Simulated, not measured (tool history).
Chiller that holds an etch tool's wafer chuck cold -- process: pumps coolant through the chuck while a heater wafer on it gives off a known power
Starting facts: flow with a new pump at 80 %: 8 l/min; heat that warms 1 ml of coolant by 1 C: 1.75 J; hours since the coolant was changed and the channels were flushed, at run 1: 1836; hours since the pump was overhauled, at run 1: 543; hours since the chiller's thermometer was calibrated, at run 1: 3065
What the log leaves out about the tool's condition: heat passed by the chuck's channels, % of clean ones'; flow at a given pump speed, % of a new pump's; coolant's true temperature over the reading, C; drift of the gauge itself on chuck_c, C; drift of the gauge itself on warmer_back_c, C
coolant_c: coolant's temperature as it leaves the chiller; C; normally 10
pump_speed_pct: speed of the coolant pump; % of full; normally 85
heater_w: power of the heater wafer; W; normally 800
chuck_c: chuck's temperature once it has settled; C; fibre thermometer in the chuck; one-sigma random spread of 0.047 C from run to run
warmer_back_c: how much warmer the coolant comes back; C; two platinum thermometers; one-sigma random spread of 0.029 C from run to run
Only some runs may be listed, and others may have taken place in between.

run,hour,coolant_c,pump_speed_pct,heater_w,hours since the coolant was changed and the channels were flushed,hours since the pump was overhauled,hours since the chiller's thermometer was calibrated,chuck_c,warmer_back_c
1,0,10,85,800,1836,543,3065,15.01,3.24
2,22.2,10,85,800,1858,565,3087,15.08,3.26
3,52.5,10,85,800,1889,596,3118,15.04,3.24
4,85.6,10,85,800,1922,629,3151,15.01,3.32
5,107.6,10,85,800,1944,651,3173,15.05,3.27
6,121.5,10,85,800,1958,665,3187,15.04,3.34
7,146.6,10,60,800,1983,690,3212,16.7,4.57
8,172.1,10,60,758,2008,715,3237,16.36,4.35
9,202.2,10,60,531,2038,745,3267,14.17,3.06
10,233.8,10,60,531,2070,777,3299,14.15,3.07
11,255.6,10,85,800,2092,799,3321,14.98,3.31
# hour 259.3: chiller's thermometer calibrated
12,281.9,10,85,800,2117,824,23,14.79,3.27
13,303.1,3,85,800,2138,845,44,7.84,3.28
# hour 328.6: chiller's thermometer calibrated, once more
14,328.6,3,85,800,2163,870,0,8.88,3.25
15,345.3,8,85,800,2180,886,17,13.96,3.28
16,369.8,8,73,737,2204,911,41,14.07,3.52
17,400.5,19,83,454,2235,942,72,22.43,1.9
18,431.9,19,83,454,2266,973,103,22.33,1.96
19,462.4,2,100,512,2297,1003,134,5.4,1.86
20,477.5,3,100,512,2312,1019,149,6.39,1.78
21,504.7,10,76,517,2339,1046,176,14.13,2.4
22,527.8,10,76,517,2362,1069,199,14.19,2.37
23,549.8,15,70,800,2384,1091,221,21.83,3.97
24,566.6,7,96,429,2401,1108,238,9.84,1.54
25,587.5,14,82,537,2422,1129,259,18.06,2.31

Across each entry between runs, compare the hidden state at the last listed run before it with the hidden state at the first listed run after it:
From run 11 to run 12: chiller's thermometer calibrated (hour 259.3)
  heat passed by the chuck's channels, % of clean ones': 93.6 -> 93.5; coolant's true temperature over the reading, C: -0.9 -> -1.04
  measured less the result without the state, chuck_c: -0.57 -> -0.7 C; warmer_back_c: +0.07 -> +0.07 C
From run 13 to run 14: chiller's thermometer calibrated, once more (hour 328.6)
  coolant's true temperature over the reading, C: -1.04 -> 0.01
  measured less the result without the state, chuck_c: -0.7 -> +0.35 C; warmer_back_c: +0.07 -> +0.07 C

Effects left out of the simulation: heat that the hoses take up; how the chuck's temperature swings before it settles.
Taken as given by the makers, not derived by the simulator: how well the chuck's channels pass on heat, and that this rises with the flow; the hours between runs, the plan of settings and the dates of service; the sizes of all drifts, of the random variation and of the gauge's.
